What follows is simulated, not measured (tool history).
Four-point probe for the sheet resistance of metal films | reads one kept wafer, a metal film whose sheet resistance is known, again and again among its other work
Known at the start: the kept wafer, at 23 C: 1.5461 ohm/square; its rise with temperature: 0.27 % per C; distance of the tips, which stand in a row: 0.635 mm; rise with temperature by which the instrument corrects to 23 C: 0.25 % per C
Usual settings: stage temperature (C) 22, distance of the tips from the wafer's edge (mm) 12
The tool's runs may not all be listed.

| run | day | stage temperature (C) | distance of the tips from the wafer's edge (mm) | sheet resistance as the instrument gives it (ohm/square) |
|---|---|---|---|---|
| 1 | 0.000 | 22 | 12 | 1.539299 |
| 2 | 3.279 | 22 | 12 | 1.538932 |
| 3 | 6.542 | 22 | 12 | 1.539053 |
|  | 8.017 | stage's thermometer calibrated |
| 4 | 10.538 | 22 | 12 | 1.541459 |
| 5 | 12.575 | 22 | 12 | 1.541221 |
| 6 | 16.517 | 22 | 12 | 1.541594 |
| 7 | 18.388 | 22 | 12 | 1.540638 |
| 8 | 21.100 | 22 | 12 | 1.540449 |
| 9 | 24.225 | 22 | 12 | 1.540020 |
| 10 | 26.958 | 22 | 39 | 1.537650 |
| 11 | 31.108 | 22 | 15 | 1.539016 |
| 12 | 32.858 | 22 | 8 | 1.542657 |
| 13 | 35.288 | 22 | 8 | 1.542390 |
| 14 | 37.058 | 22 | 8 | 1.542083 |
| 15 | 40.621 | 22 | 8 | 1.541711 |
| 16 | 44.342 | 22 | 8 | 1.541375 |
| 17 | 46.950 | 22 | 12 | 1.538290 |
| 18 | 50.988 | 22 | 12 | 1.538114 |
| 19 | 52.750 | 22 | 15 | 1.536963 |
| 20 | 54.529 | 22 | 15 | 1.536951 |
| 21 | 56.679 | 32 | 18 | 1.539328 |
| 22 | 58.983 | 32 | 18 | 1.539419 |
| 23 | 61.829 | 32 | 48 | 1.538174 |
| 24 | 65.788 | 32 | 48 | 1.537423 |
| 25 | 67.942 | 24 | 45 | 1.534946 |
| 26 | 71.488 | 27 | 46 | 1.536061 |
| 27 | 73.425 | 27 | 45 | 1.536039 |
| 28 | 76.704 | 31 | 4 | 1.556946 |
| 29 | 80.125 | 21 | 8 | 1.537850 |
| 30 | 84.162 | 20 | 12 | 1.534395 |
| 31 | 86.171 | 19 | 6 | 1.540950 |
| 32 | 87.988 | 21 | 43 | 1.531948 |
| 33 | 90.100 | 24 | 11 | 1.535655 |

Hidden state or all else? Some run-to-run changes of sheet resistance as the instrument gives it (ohm/square), split into what the settings, what came in and random variation would give without the hidden state, and what is left for the hidden state (with any gauge scatter that isn't in both results):
The hidden state here: inner tips' distance over the nominal, %; tips' flats over new ones', %; wafer's true temperature over the reading, C; drift of the gauge itself on sheet_ohm, %.
Run 3 -> 4: stage's thermometer calibrated. sheet resistance as the instrument gives it (ohm/square) +0.002406: hidden state +0.002972, all else -0.000566.
Run 10 -> 11: distance of the tips from the wafer's edge (mm) 39 -> 15. sheet resistance as the instrument gives it (ohm/square) +0.001366: hidden state -0.000370, all else +0.001736.
Run 27 -> 28: stage temperature (C) 27 -> 31, distance of the tips from the wafer's edge (mm) 45 -> 4. sheet resistance as the instrument gives it (ohm/square) +0.020907: hidden state -0.000449, all else +0.021356.
Run 28 -> 29: stage temperature (C) 31 -> 21, distance of the tips from the wafer's edge (mm) 4 -> 8. sheet resistance as the instrument gives it (ohm/square) -0.019096: hidden state -0.000209, all else -0.018887.
Run 31 -> 32: stage temperature (C) 19 -> 21, distance of the tips from the wafer's edge (mm) 6 -> 43. sheet resistance as the instrument gives it (ohm/square) -0.009002: hidden state -0.000087, all else -0.008915.
